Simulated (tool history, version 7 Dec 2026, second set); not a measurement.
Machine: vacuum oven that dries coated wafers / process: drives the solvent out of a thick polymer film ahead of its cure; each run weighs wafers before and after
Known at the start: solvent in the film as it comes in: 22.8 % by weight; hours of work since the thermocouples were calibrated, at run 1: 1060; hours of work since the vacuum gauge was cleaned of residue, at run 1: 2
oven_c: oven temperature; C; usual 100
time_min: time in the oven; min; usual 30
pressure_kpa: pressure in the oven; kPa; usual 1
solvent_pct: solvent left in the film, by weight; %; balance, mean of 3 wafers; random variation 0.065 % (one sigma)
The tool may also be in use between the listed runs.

run,hour,oven_c,time_min,pressure_kpa,hours of work since the thermocouples were calibrated,hours of work since the vacuum gauge was cleaned of residue,solvent_pct
1,0,100,30,1,1060,2,3.44
2,37.1,100,30,1,1088,30,3.51
3,116.9,100,30,1,1149,91,3.57
4,160.6,100,30,1,1183,125,3.25
5,241.3,100,33,1,1245,187,2.93
6,304.5,100,33,1,1293,235,2.91
7,338,100,33,1,1319,261,2.89
8,396,100,30,0.76,1363,305,3.25
9,441.2,100,30,0.76,1398,340,3.12
10,498.9,100,30,1,1442,384,3.19
# hour 525.6: oven's thermocouples calibrated
11,574.5,100,30,1,37,440,4.22
12,646.2,100,30,3.23,92,495,5.73
13,715.9,100,30,3.23,146,549,5.53
14,789.3,100,30,3.23,202,605,5.63
15,840.9,100,22,1,241,644,6.08
16,893.4,108,30,1,282,685,1.92
17,960.8,108,30,1,333,736,1.94
18,1044.2,108,30,1,397,800,1.89
19,1117.5,100,23,1,453,856,5.6
20,1186.6,113,30,1,506,909,1.03
21,1231.8,111,30,1,541,944,1.35
22,1297.2,101,30,1,591,994,3.78
23,1374.6,101,30,1,650,1053,3.76
24,1414.6,101,30,0.98,681,1084,3.67
25,1449.3,89,24,0.86,707,1110,9.65
26,1485.2,101,33,1,735,1138,3.23
27,1552.7,101,33,1,786,1189,3.09
28,1610.5,114,15,2.81,831,1234,3.82
29,1662,100,22,1,870,1273,5.64
30,1720.9,100,39,0.72,915,1318,2.41
# hour 1728.2: vacuum gauge cleaned of residue and calibrated
31,1792.3,100,39,0.72,969,49,2.26
32,1839.1,100,39,0.72,1005,85,2.33
33,1915,94,45,0.72,1063,143,3.33
34,1970.2,91,34,0.57,1105,185,6.08
35,2014.5,91,34,0.57,1139,219,5.9
36,2086.5,106,22,2.93,1194,274,4.28
37,2139.9,113,49,3.08,1235,315,1.49
38,2202.2,107,22,1,1283,363,3.1
39,2274.7,100,52,1.23,1338,418,1.59
40,2324,109,26,0.51,1376,456,1.49

Run 41 comes next. What will it give?
41,2397.7,100,18,1.77,1432,513,?

Run 41 produced solvent_pct 7.02 %.
The same run, on a tool lacking any hidden state, would have yielded solvent_pct 7.83 %.
